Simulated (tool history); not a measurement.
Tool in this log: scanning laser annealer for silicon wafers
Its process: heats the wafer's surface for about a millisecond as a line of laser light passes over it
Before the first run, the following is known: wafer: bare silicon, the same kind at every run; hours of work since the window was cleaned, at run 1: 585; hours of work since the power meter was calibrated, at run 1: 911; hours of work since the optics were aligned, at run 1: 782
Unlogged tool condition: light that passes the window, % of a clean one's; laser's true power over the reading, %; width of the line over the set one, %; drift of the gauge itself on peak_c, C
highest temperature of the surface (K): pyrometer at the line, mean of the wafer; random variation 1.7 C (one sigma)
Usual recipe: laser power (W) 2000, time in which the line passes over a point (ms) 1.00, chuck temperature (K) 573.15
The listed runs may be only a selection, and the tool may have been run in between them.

| run | day | laser power (W) | time in which the line passes over a point (ms) | chuck temperature (K) | hours of work since the window was cleaned | hours of work since the power meter was calibrated | hours of work since the optics were aligned | highest temperature of the surface (K) |
|---|---|---|---|---|---|---|---|---|
| 1 | 0.000 | 2000 | 1.00 | 573.15 | 585 | 911 | 782 | 1300.15 |
| 2 | 2.000 | 2000 | 1.00 | 573.15 | 606 | 932 | 803 | 1300.15 |
| 3 | 3.562 | 2000 | 1.12 | 573.15 | 622 | 949 | 820 | 1342.15 |
| 4 | 5.454 | 2000 | 1.12 | 573.15 | 642 | 969 | 840 | 1342.15 |
| 5 | 7.675 | 2000 | 1.12 | 573.15 | 666 | 992 | 863 | 1341.15 |
| 6 | 9.096 | 2000 | 1.12 | 573.15 | 681 | 1007 | 878 | 1341.15 |
| 7 | 10.896 | 1875 | 1.00 | 573.15 | 700 | 1026 | 897 | 1244.15 |
| 8 | 12.142 | 2025 | 1.06 | 538.15 | 713 | 1039 | 910 | 1296.15 |
| 9 | 14.321 | 2025 | 1.06 | 538.15 | 736 | 1062 | 933 | 1295.15 |

What will run 10 give?
|  | 14.671 | laser's power meter calibrated |
| 10 | 16.050 | 2150 | 1.12 | 538.15 | 753 | 15 | 950 | ? |

{"run 10": {"highest temperature of the surface (K)": 1370.15}}
On a tool with no hidden condition, and with the same random variation, this run would have come out at highest temperature of the surface (K) 1409.15.
